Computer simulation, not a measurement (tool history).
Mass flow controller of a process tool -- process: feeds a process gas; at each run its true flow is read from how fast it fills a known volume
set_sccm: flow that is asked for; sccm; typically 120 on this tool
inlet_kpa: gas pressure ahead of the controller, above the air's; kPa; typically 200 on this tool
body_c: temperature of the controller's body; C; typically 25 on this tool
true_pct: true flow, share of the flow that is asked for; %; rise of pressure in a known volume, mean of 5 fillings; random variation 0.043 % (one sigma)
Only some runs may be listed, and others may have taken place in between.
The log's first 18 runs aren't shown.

run      day  set_sccm  inlet_kpa  body_c  hours of work since the controller was set to zero  hours of work since the controller was changed  true_pct
 19  310.600       120        258      25                                                2834                                            2834    100.50
 20  330.708        44        200      25                                                3185                                            3185    100.20
 21  348.229        44        200      25                                                3492                                            3492    100.33
 22  359.017        44        200      25                                                3680                                            3680    100.46
 23  371.371       128        147      32                                                3896                                            3896    101.18
 24  386.271       128        147      32                                                4156                                            4156    101.17
 25  397.417        51        196      29                                                4351                                            4351    100.45
 26  411.850        51        196      32                                                4603                                            4603    100.18
 27  428.533        51        196      32                                                4895                                            4895    100.35
     446.246  -- controller's zero set anew
 28  449.904        51        196      32                                                  64                                            5268    100.40
 29  460.446        51        196      32                                                 248                                            5452    100.48
 30  481.896        47        228      33                                                 623                                            5827    100.25
 31  499.117        47        228      33                                                 924                                            6128    100.41
     508.950  -- gauge calibrated
 32  517.104       191        200      25                                                1239                                            6443     99.94
 33  529.162        46        200      24                                                1449                                            6654     98.65
 34  544.750        46        200      24                                                1722                                            6926     98.75
 35  562.542        42        200      28                                                2033                                            7237     98.46
 36  583.033        42        200      28                                                2391                                            7595     98.66
 37  597.458        64        211      37                                                2643                                            7847     98.11
 38  610.346        81        193      39                                                2868                                            8072     98.30
 39  633.100        74        260      25                                                3266                                            8470     99.10
 40  654.971       120        260      25                                                3648                                            8852     99.59
 41  673.504        99        264      23                                                3972                                            9176     99.62
 42  689.808        99        264      23                                                4257                                            9461     99.75
 43  711.662        32        232      25                                                4639                                            9843     99.29

Branching from run 43: 4 alternative next runs. What would each branch give?
  A  725.121        55        200      23                                                4874                                           10078         ?
  B  725.121        51        172      25                                                4874                                           10078         ?
  C  725.121        82        200      25                                                4874                                           10078         ?
  D  725.121        46        232      36                                                4874                                           10078         ?

run  true_pct
  A     99.91
  B     99.92
  C    100.02
  D     98.55
Had the tool no hidden state, the same runs would have come out as:
run  true_pct
  A     98.72
  B     98.73
  C     98.83
  D     97.38
